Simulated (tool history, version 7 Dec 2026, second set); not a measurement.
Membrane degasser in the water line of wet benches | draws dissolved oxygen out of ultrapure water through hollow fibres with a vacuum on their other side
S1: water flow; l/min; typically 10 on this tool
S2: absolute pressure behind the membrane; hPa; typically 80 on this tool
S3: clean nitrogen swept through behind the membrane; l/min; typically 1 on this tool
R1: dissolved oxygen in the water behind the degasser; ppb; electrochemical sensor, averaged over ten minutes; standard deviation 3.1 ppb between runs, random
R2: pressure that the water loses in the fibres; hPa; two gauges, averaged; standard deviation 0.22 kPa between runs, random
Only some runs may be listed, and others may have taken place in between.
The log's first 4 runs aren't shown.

run	day	S1	S2	S3	R1	R2
5	29.108	10	80	1.26	370.6	573.1
6	33.296	15	80	1.26	617.2	865.8
7	40.533	10	80	1	400.9	578.8
8	44.758	10	80	1	399.3	575.9
9	50.554	10	80	0.71	436.6	576.1
10	55.346	10	80	0.71	449.4	578.1
11	62.112	10	99.7	1	451.1	584.6
12	69.912	10	99.7	1	458.2	585
13	73.796	10	105.3	1	468.3	582.2
14	78.412	10	105.3	1	471.6	584.8
15	87.667	11	105.3	1	538.8	646.6
16	92.979	11	67.9	1	446.4	645.8
# day 95.383: membrane cartridge changed
17	99.35	11	67.9	1	336.8	578.1
18	104.638	14	67.9	1.01	465.8	732
# day 111.588: seals of the vacuum lines changed
19	114.204	10	80	1.39	293.7	528.2
20	123.75	10	80	0.99	331	528.6

The next listed run, before its measurement:
21	132.504	10	154.5	0.53	?	?

Run 21 came out at R1 696.6 ppb, R2 530.4 hPa.
Take away the tool's hidden state, keep the run-to-run variation as it was, and the same run would have given R1 666.7 ppb, R2 523.8 hPa.
